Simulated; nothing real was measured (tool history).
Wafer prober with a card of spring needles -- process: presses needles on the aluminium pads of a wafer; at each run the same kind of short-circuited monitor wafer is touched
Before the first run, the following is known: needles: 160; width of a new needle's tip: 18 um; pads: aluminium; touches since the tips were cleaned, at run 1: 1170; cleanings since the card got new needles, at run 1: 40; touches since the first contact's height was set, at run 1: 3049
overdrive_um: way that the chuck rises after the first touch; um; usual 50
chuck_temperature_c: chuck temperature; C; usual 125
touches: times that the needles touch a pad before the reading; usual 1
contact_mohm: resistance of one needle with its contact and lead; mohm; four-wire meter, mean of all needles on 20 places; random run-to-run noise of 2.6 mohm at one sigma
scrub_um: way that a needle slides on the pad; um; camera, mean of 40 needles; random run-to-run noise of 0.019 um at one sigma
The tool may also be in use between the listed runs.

run	hour	overdrive_um	chuck_temperature_c	touches	touches since the tips were cleaned	cleanings since the card got new needles	touches since the first contact's height was set	contact_mohm	scrub_um
1	0	50	125	1	1170	40	3049	315	11.19
# hour 14.2: tips cleaned on abrasive film
2	19.2	50	125	1	2446	41	12467	335	11.21
# hour 29.9: tips cleaned on abrasive film
3	39.8	50	125	1	4894	42	22608	354	11.17
# hour 45.4: tips cleaned on abrasive film
4	59.9	50	125	1	7159	43	32486	370	11.17
# hour 61.6: tips cleaned on abrasive film
# hour 77.7: tips cleaned on abrasive film
5	79.9	32	125	1	1065	45	42217	366	7.06
6	91.3	32	125	1	6711	45	47863	485	7.04
# hour 93.2: tips cleaned on abrasive film
7	104.4	33	26	1	5509	46	54280	449	7.26
# hour 105.9: height of the first contact set anew
# hour 109.3: tips cleaned on abrasive film
8	115.8	32	84	2	3211	47	4833	368	6.89
# hour 124.9: tips cleaned on abrasive film
9	133.9	63	125	1	4461	48	13747	326	13.82
# hour 141.1: tips cleaned on abrasive film
10	145.8	40	111	1	2286	49	19550	357	8.62
# hour 155.6: height of the first contact set anew, once more
11	155.8	50	125	3	7074	49	97	319	11.25
# hour 157.2: tips cleaned on abrasive film
12	171.5	50	125	3	7094	50	7826	323	11.24

Below, some changes in contact_mohm between adjacent runs. For each, the amount present without the hidden state too (settings, incoming material, random variation) and the amount remaining for the hidden state with gauge scatter not shared by both compared results:
Hidden conditions of the tool in this case: debris on the tips, nm; way that the needles fall short of the set height, um; tips' diameter, um; drift of the gauge itself on contact_mohm, %; drift of the gauge itself on scrub_um, %.
Run 5 -> 6: no setting touched and nothing written in the log between the runs. contact_mohm +119 mohm: hidden state +115, all else +4.
